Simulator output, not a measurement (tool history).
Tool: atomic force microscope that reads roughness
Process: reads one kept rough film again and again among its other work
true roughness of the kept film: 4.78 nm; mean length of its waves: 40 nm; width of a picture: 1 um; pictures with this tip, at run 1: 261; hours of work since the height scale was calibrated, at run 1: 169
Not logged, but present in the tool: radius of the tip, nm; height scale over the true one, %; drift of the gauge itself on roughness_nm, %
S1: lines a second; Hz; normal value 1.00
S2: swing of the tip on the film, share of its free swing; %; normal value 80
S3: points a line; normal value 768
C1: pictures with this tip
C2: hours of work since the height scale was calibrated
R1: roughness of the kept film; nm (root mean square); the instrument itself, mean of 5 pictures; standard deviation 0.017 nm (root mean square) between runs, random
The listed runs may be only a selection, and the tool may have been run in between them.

run     day    S1  S2   S3   C1   C2     R1
  1   0.000  1.00  80  768  261  169  3.247
  2   0.400  1.00  80  768  271  173  3.199
      0.904  -- new tip fitted
  3   0.904  1.00  80  768    0  178  4.110
  4   1.446  1.00  80  768   13  184  4.077
  5   1.867  1.00  89  768   24  188  3.871
  6   2.300  1.00  89  768   35  193  3.798
  7   2.596  1.00  89  768   42  196  3.816
  8   3.108  1.00  89  768   55  202  3.768
  9   3.650  1.00  80  768   68  208  3.833
 10   4.000  1.00  80  408   77  211  3.789
 11   4.358  1.00  80  408   86  215  3.772
 12   4.750  1.00  80  611   96  219  3.737
 13   5.171  1.00  80  611  107  224  3.660
 14   5.512  1.00  58  768  115  228  3.839
 15   6.054  1.00  58  768  129  234  3.787
 16   6.738  1.00  75  768  146  241  3.623
 17   7.042  1.00  75  768  154  244  3.578
 18   7.438  1.00  75  768  164  248  3.545
 19   7.938  1.00  75  768  176  254  3.491
 20   8.371  1.00  75  768  187  258  3.452
 21   9.033  1.00  75  768  204  266  3.425
 22   9.725  1.00  71  768  221  273  3.409
 23  10.408  1.00  80  768  238  280  3.294
 24  10.758  1.00  80  768  247  284  3.261
 25  11.250  1.00  80  512  260  289  3.215
 26  11.854  3.02  80  512  275  296  2.810
     12.254  -- new tip fitted
 27  12.283  3.02  80  512    1  300  3.604
 28  12.871  3.02  80  512   16  307  3.537
 29  13.479  3.02  80  512   31  313  3.481
 30  13.817  3.02  80  512   40  317  3.457
 31  14.212  3.27  80  512   50  321  3.394
 32  14.492  1.00  85  963   57  324  3.795
 33  15.092  1.36  67  411   72  330  3.856
 34  15.633  1.33  88  588   85  336  3.526
 35  16.067  1.33  88  588   96  341  3.456
 36  16.733  1.62  74  768  113  348  3.602
 37  17.342  1.62  74  768  128  355  3.543
 38  17.979  2.02  81  669  144  362  3.293
 39  18.671  2.02  81  669  162  369  3.233
 40  19.217  2.02  81  669  175  375  3.186
 41  19.717  2.02  81  669  188  380  3.161
 42  20.012  2.03  81  343  195  383  3.147
 43  20.550  0.92  83  264  209  389  3.276
 44  20.992  1.70  59  298  220  394  3.365
 45  21.454  1.70  88  298  232  399  2.954
 46  21.867  1.70  88  298  242  403  2.936
 47  22.417  2.36  84  298  256  409  2.829
 48  22.717  2.55  85  478  263  412  2.758
 49  22.996  2.55  85  478  271  416  2.754
     23.558  -- new tip fitted
 50  23.625  3.28  80  768    2  422  3.553
 51  24.254  1.73  57  288   18  429  4.103
 52  24.833  1.00  85  422   32  435  3.858
 53  25.383  1.00  89  422   46  441  3.744
 54  25.854  0.59  64  866   58  446  4.001

Below are 3 alternative next runs, each starting from the tool's condition after run 54. Predict each:
  A  26.292  3.59  64  289  69  451   ?
  B  26.292  0.83  58  686  69  451   ?
  C  26.292  0.88  84  540  69  451   ?

run     R1
  A  3.698
  B  4.012
  C  3.764
With no hidden state in the tool, these same runs would have given:
run     R1
  A  4.010
  B  4.351
  C  4.082
